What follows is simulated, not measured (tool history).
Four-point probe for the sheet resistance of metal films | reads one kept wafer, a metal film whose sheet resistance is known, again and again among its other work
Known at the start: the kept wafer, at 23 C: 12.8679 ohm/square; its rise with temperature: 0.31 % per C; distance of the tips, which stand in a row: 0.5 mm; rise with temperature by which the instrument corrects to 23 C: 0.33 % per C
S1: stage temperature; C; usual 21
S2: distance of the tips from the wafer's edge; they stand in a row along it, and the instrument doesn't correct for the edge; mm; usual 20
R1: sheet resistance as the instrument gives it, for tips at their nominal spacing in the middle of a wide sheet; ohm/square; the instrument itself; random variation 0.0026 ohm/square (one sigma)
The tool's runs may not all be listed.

run,hour,S1,S2,R1
1,0,21,20,12.879717
2,15.1,22,20,12.875848
3,27.7,22,20,12.875057
4,38.4,34,20,12.841194
5,53.7,21,20,12.877099
6,63.6,21,7,12.910368
7,79.7,19,20,12.886415
8,89.7,19,20,12.882356
9,98.4,19,61,12.875776
10,108.4,19,61,12.880588
11,120.4,19,61,12.877249
12,135,19,61,12.874136
13,151.1,19,61,12.87565
14,165.7,24,20,12.86854
15,178,21,25,12.876766
# hour 181.2: stage's thermometer calibrated
16,187.1,33,20,12.84588
17,194.3,21,20,12.879574
18,207.4,21,20,12.87941
19,219.2,21,20,12.878424
20,232.8,21,36,12.872753
21,244.2,21,36,12.878812
22,253.3,21,20,12.87979
23,262.9,21,20,12.881245
24,274.8,29,3,13.042101
25,289.2,28,5,12.922728
26,299.8,28,5,12.925707
27,310.9,28,5,12.919419
28,320.8,21,24,12.878774
29,330.9,22,4,12.979272
30,339.3,24,6,12.913742
31,353.9,20,4,12.982909
32,366.2,26,12,12.87218
33,377.5,26,12,12.876475
34,387.8,33,5,12.91257
35,394.6,33,5,12.918221
36,406,33,5,12.914099
37,412.8,24,5,12.93591
38,428.5,26,16,12.865489
39,443.9,26,16,12.867477
40,450.5,32,13,12.855514
41,463,32,13,12.858128
42,470.2,32,13,12.856624
43,477.7,32,13,12.85723
44,489.6,30,35,12.85013
45,500.6,22,16,12.876167
46,511.2,21,15,12.880257

Forecast each of these 3 alternatives for the next run:
A,521.3,21,20,?
B,521.3,21,26,?
C,521.3,21,3,?

run,R1
A,12.881675
B,12.880563
C,13.067873
Without the tool's hidden state the same runs would have given:
run,R1
A,12.881724
B,12.880613
C,13.067923

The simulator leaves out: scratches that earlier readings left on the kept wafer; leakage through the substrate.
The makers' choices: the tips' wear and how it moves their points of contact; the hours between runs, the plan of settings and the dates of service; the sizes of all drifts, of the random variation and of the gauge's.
